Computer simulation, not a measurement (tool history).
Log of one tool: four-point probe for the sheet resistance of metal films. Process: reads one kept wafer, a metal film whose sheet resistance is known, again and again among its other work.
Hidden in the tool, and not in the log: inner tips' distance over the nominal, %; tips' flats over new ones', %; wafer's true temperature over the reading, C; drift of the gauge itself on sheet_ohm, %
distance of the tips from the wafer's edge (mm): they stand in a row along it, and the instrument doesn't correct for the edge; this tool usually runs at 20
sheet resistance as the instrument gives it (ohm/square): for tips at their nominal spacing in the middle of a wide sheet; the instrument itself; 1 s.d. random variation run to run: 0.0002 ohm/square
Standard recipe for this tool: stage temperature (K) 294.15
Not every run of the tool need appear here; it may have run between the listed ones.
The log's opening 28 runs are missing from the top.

| run | hour | stage temperature (K) | distance of the tips from the wafer's edge (mm) | touches since the probe head was changed | hours of work since the stage's thermometer was calibrated | sheet resistance as the instrument gives it (ohm/square) |
|---|---|---|---|---|---|---|
| 29 | 288.8 | 294.15 | 6 | 28753 | 596 | 1.034814 |
| 30 | 304.8 | 294.15 | 6 | 29308 | 606 | 1.034919 |
| 31 | 314.3 | 306.15 | 3 | 29639 | 612 | 1.081822 |
| 32 | 327.7 | 296.15 | 11 | 30103 | 620 | 1.024980 |
| 33 | 336.5 | 296.15 | 11 | 30407 | 625 | 1.025082 |
| 34 | 343.5 | 305.15 | 26 | 30653 | 630 | 1.025264 |
| 35 | 359.1 | 305.15 | 26 | 31192 | 640 | 1.024745 |
| 36 | 374.2 | 303.15 | 3 | 31717 | 649 | 1.080850 |
| 37 | 390.5 | 296.15 | 68 | 32282 | 659 | 1.020985 |
| 38 | 405.9 | 301.15 | 55 | 32815 | 669 | 1.022979 |
| 39 | 418.0 | 301.15 | 55 | 33238 | 676 | 1.022714 |
| 40 | 431.3 | 297.15 | 20 | 33697 | 684 | 1.022055 |
| 41 | 446.7 | 297.15 | 20 | 34230 | 694 | 1.022413 |
| 42 | 460.6 | 297.15 | 20 | 34713 | 703 | 1.022476 |
| 43 | 472.3 | 297.15 | 20 | 35120 | 710 | 1.022539 |
| 44 | 483.3 | 294.15 | 75 | 35503 | 717 | 1.020195 |
| 45 | 498.1 | 305.15 | 54 | 36015 | 726 | 1.024178 |

4 ways to go on from here, each from the tool as it stands after run 45. What would each give?
| A | 511.8 | 295.15 | 26 | 36489 | 734 | ? |
| B | 511.8 | 298.15 | 60 | 36489 | 734 | ? |
| C | 511.8 | 297.15 | 20 | 36489 | 734 | ? |
| D | 511.8 | 300.15 | 12 | 36489 | 734 | ? |

| run | sheet resistance as the instrument gives it (ohm/square) |
|---|---|
| A | 1.020912 |
| B | 1.021441 |
| C | 1.022599 |
| D | 1.025879 |
Without the tool's unlogged condition, the same runs would have read:
| run | sheet resistance as the instrument gives it (ohm/square) |
|---|---|
| A | 1.020897 |
| B | 1.021427 |
| C | 1.022584 |
| D | 1.025864 |
